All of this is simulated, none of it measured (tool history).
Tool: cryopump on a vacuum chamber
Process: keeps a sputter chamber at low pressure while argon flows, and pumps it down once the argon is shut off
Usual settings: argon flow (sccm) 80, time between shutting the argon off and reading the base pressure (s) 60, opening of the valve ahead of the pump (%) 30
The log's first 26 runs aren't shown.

run   hour  argon flow (sccm)  time between shutting the argon off and reading the base pressure (s)  opening of the valve ahead of the pump (%)  hours of work since the pump was warmed up and emptied  hours of work since the cold head was overhauled  hours of work since the chamber's fittings were tightened  pressure while argon flows (Pa)  pressure after the wait (uPa)
 27  340.7                 80                                                                     60                                          21                                                     246                                               246                                                       1249                           0.2802                           0.92
 28  350.2                 80                                                                     60                                          21                                                     251                                               251                                                       1254                           0.2785                           0.95
 29    363                 80                                                                     36                                          30                                                     257                                               257                                                       1260                           0.1993                           1.16
 30  376.1                 33                                                                     24                                          42                                                     263                                               263                                                       1266                           0.0587                           1.44
 31  385.1                 33                                                                     24                                          42                                                     268                                               268                                                       1271                           0.0591                            1.4
 32  397.6                 91                                                                     60                                          30                                                     274                                               274                                                       1277                           0.2266                           0.91
 33  412.8                 91                                                                    237                                          34                                                     281                                               281                                                       1284                           0.1995                           0.69
 34  423.2                 87                                                                     43                                          47                                                     286                                               286                                                       1289                           0.1406                           1.12

Forecast each of these 3 alternatives for the next run:
  A  431.5                 87                                                                     43                                          22                                                     290                                               290                                                       1293                                ?                              ?
  B  431.5                147                                                                     34                                          47                                                     290                                               290                                                       1293                                ?                              ?
  C  431.5                129                                                                    214                                          27                                                     290                                               290                                                       1293                                ?                              ?

run  pressure while argon flows (Pa)  pressure after the wait (uPa)
  A                           0.2882                           1.15
  B                           0.2394                           1.19
  C                           0.3518                           0.72
Without the tool's hidden state the same runs would have given:
run  pressure while argon flows (Pa)  pressure after the wait (uPa)
  A                           0.2789                           0.65
  B                           0.2234                           0.68
  C                           0.3379                           0.22
